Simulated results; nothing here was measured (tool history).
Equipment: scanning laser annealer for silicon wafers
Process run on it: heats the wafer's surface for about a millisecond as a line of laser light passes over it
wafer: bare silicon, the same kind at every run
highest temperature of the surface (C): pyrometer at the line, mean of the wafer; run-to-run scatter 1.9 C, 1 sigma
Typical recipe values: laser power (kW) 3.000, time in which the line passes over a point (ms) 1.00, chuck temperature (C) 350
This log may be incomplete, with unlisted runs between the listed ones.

run	day	laser power (kW)	time in which the line passes over a point (ms)	chuck temperature (C)	highest temperature of the surface (C)
1	0.000	3.000	1.00	350	1097
2	0.442	3.000	1.00	350	1098
3	1.112	3.000	1.00	350	1095
4	1.696	3.000	1.00	350	1097
5	2.125	2.847	1.00	350	1060
6	2.804	3.000	1.00	350	1098
7	3.371	2.700	1.00	350	1027
8	4.346	3.000	1.00	367	1115
9	4.979	3.000	1.00	361	1108
10	5.433	3.000	1.00	361	1108
11	5.900	3.000	1.00	361	1106
12	6.404	3.058	1.00	361	1122
13	7.079	3.058	1.00	361	1120
14	7.767	3.000	1.00	350	1097
15	8.308	3.000	1.00	350	1096
16	8.883	3.000	1.00	350	1095
17	9.654	3.000	1.00	350	1096
18	10.242	3.000	1.00	350	1093
19	11.162	3.000	1.00	350	1095
20	11.733	3.229	1.00	350	1148
21	12.192	3.288	1.14	338	1215
22	13.033	3.096	1.19	345	1194
# day 13.246: laser's power meter calibrated
23	13.908	3.096	1.19	345	1195
24	14.775	3.062	1.19	345	1188
25	15.725	2.932	0.86	338	1005
26	16.262	2.932	0.86	338	1004
27	16.675	2.932	0.86	338	1006
28	17.483	2.932	0.86	338	1005
29	18.008	3.000	0.75	350	974
# day 18.704: laser's power meter calibrated, once more
30	18.962	3.000	0.75	350	975
31	19.867	2.675	1.00	323	986
32	20.317	2.857	1.08	321	1062
33	21.183	2.735	1.23	384	1152
34	21.708	2.868	1.23	384	1184
35	22.412	2.624	0.78	370	936
36	23.367	2.870	1.00	336	1043
37	24.250	2.716	1.22	323	1076
38	24.846	2.716	1.22	323	1080
39	25.575	3.000	0.96	381	1102
40	26.383	3.000	0.96	381	1099

What if the next run were any one of these 5? Each begins from the tool's condition after run 40:
A	27.046	2.947	0.96	349	?
B	27.046	3.000	0.79	330	?
C	27.046	3.000	0.96	354	?
D	27.046	3.260	0.96	319	?
E	27.046	2.995	1.25	360	?

run	highest temperature of the surface (C)
A	1054
B	971
C	1074
D	1099
E	1201
What these runs would have given with no unlogged condition in the tool:
run	highest temperature of the surface (C)
A	1066
B	982
C	1086
D	1112
E	1215

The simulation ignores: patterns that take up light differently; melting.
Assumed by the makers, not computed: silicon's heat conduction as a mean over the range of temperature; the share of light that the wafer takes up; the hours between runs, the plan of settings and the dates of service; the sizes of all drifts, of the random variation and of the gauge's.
